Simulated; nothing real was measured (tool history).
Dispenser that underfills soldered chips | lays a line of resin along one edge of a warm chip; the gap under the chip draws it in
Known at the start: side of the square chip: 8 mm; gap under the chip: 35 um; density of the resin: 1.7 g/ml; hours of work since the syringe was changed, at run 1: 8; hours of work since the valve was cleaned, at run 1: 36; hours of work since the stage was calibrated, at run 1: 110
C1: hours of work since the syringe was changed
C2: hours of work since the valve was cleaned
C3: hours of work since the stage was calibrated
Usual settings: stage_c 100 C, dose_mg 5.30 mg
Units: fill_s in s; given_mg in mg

run 1 hour=0.0 | stage_c=100 dose_mg=5.30 | C1=8 C2=36 C3=110 | fill_s=183.2 given_mg=5.17
-- hour=1.0 new syringe of resin
run 2 hour=6.4 | stage_c=100 dose_mg=5.30 | C1=3 C2=40 C3=113 | fill_s=142.4 given_mg=5.12
-- hour=14.9 new syringe of resin
run 3 hour=15.2 | stage_c=100 dose_mg=5.30 | C1=0 C2=45 C3=119 | fill_s=121.2 given_mg=5.11
run 4 hour=21.9 | stage_c=97 dose_mg=5.30 | C1=4 C2=50 C3=123 | fill_s=172.8 given_mg=5.04
run 5 hour=25.6 | stage_c=97 dose_mg=5.30 | C1=7 C2=52 C3=125 | fill_s=199.6 given_mg=5.08
-- hour=28.9 new syringe of resin
run 6 hour=31.3 | stage_c=97 dose_mg=6.36 | C1=1 C2=55 C3=129 | fill_s=142.9 given_mg=6.06
run 7 hour=36.7 | stage_c=97 dose_mg=6.36 | C1=5 C2=59 C3=132 | fill_s=173.7 given_mg=6.05
run 8 hour=41.4 | stage_c=97 dose_mg=6.36 | C1=8 C2=62 C3=135 | fill_s=205.3 given_mg=6.00
-- hour=43.4 new syringe of resin
run 9 hour=46.9 | stage_c=108 dose_mg=5.30 | C1=2 C2=65 C3=139 | fill_s=96.8 given_mg=4.99
run 10 hour=54.6 | stage_c=100 dose_mg=5.30 | C1=7 C2=70 C3=144 | fill_s=178.5 given_mg=4.98
-- hour=57.5 new syringe of resin
run 11 hour=58.9 | stage_c=100 dose_mg=5.30 | C1=1 C2=73 C3=146 | fill_s=126.3 given_mg=4.97
run 12 hour=63.0 | stage_c=100 dose_mg=4.80 | C1=3 C2=75 C3=149 | fill_s=149.3 given_mg=4.48
run 13 hour=70.8 | stage_c=100 dose_mg=4.80 | C1=9 C2=80 C3=154 | fill_s=199.5 given_mg=4.47
-- hour=71.6 new syringe of resin
run 14 hour=76.7 | stage_c=100 dose_mg=6.57 | C1=3 C2=84 C3=157 | fill_s=132.8 given_mg=6.07
run 15 hour=82.0 | stage_c=101 dose_mg=6.57 | C1=7 C2=87 C3=161 | fill_s=155.1 given_mg=6.06
-- hour=85.5 new syringe of resin
run 16 hour=89.6 | stage_c=101 dose_mg=6.57 | C1=3 C2=92 C3=165 | fill_s=123.5 given_mg=6.01
-- hour=94.0 dispensing valve cleaned and set on the balance
run 17 hour=97.3 | stage_c=101 dose_mg=6.57 | C1=7 C2=2 C3=170 | fill_s=157.3 given_mg=6.59
-- hour=100.2 new syringe of resin
run 18 hour=103.6 | stage_c=100 dose_mg=5.30 | C1=2 C2=6 C3=174 | fill_s=128.4 given_mg=5.33
run 19 hour=110.4 | stage_c=92 dose_mg=5.10 | C1=7 C2=10 C3=178 | fill_s=236.4 given_mg=5.09
-- hour=114.3 new syringe of resin
run 20 hour=115.6 | stage_c=92 dose_mg=5.10 | C1=1 C2=13 C3=181 | fill_s=174.7 given_mg=5.03
run 21 hour=122.1 | stage_c=93 dose_mg=6.88 | C1=5 C2=18 C3=185 | fill_s=203.2 given_mg=6.81
-- hour=128.3 new syringe of resin
run 22 hour=128.3 | stage_c=100 dose_mg=4.94 | C1=0 C2=21 C3=189 | fill_s=116.7 given_mg=4.79
run 23 hour=132.3 | stage_c=100 dose_mg=4.94 | C1=3 C2=24 C3=192 | fill_s=134.1 given_mg=4.84
run 24 hour=138.6 | stage_c=100 dose_mg=4.94 | C1=7 C2=28 C3=196 | fill_s=170.5 given_mg=4.81
-- hour=142.4 new syringe of resin
run 25 hour=147.4 | stage_c=113 dose_mg=4.94 | C1=3 C2=33 C3=201 | fill_s=84.7 given_mg=4.82
run 26 hour=151.2 | stage_c=88 dose_mg=5.81 | C1=6 C2=36 C3=203 | fill_s=271.6 given_mg=5.67
-- hour=156.4 new syringe of resin
run 27 hour=156.4 | stage_c=96 dose_mg=5.30 | C1=0 C2=39 C3=207 | fill_s=141.9 given_mg=5.13
run 28 hour=163.7 | stage_c=86 dose_mg=6.73 | C1=5 C2=44 C3=211 | fill_s=274.2 given_mg=6.49
run 29 hour=168.2 | stage_c=86 dose_mg=6.73 | C1=8 C2=47 C3=214 | fill_s=326.7 given_mg=6.46
-- hour=170.2 new syringe of resin
run 30 hour=172.9 | stage_c=102 dose_mg=5.68 | C1=2 C2=49 C3=217 | fill_s=116.6 given_mg=5.48
run 31 hour=179.4 | stage_c=102 dose_mg=4.78 | C1=6 C2=53 C3=221 | fill_s=157.7 given_mg=4.57
-- hour=184.2 new syringe of resin
run 32 hour=185.6 | stage_c=91 dose_mg=6.76 | C1=1 C2=57 C3=225 | fill_s=173.7 given_mg=6.44
run 33 hour=193.7 | stage_c=91 dose_mg=4.52 | C1=6 C2=62 C3=230 | fill_s=264.4 given_mg=4.27
run 34 hour=197.2 | stage_c=102 dose_mg=6.79 | C1=8 C2=65 C3=232 | fill_s=164.1 given_mg=6.43
-- hour=198.2 new syringe of resin
run 35 hour=201.9 | stage_c=88 dose_mg=5.86 | C1=2 C2=67 C3=235 | fill_s=228.8 given_mg=5.54

4 ways to go on from here, each from the tool as it stands after run 35. What would each give?
run A hour=208.4 | stage_c=114 dose_mg=4.67 | C1=6 C2=72 C3=239 | fill_s=? given_mg=?
run B hour=208.4 | stage_c=95 dose_mg=4.84 | C1=6 C2=72 C3=239 | fill_s=? given_mg=?
run C hour=208.4 | stage_c=109 dose_mg=5.00 | C1=6 C2=72 C3=239 | fill_s=? given_mg=?
run D hour=208.4 | stage_c=101 dose_mg=5.86 | C1=6 C2=72 C3=239 | fill_s=? given_mg=?

run=A fill_s=100.7 given_mg=4.37
run=B fill_s=219.3 given_mg=4.55
run=C fill_s=119.9 given_mg=4.69
run=D fill_s=162.6 given_mg=5.55
Without the tool's hidden state the same runs would have given:
run=A fill_s=68.3 given_mg=4.65
run=B fill_s=148.9 given_mg=4.84
run=C fill_s=81.7 given_mg=4.99
run=D fill_s=111.9 given_mg=5.90
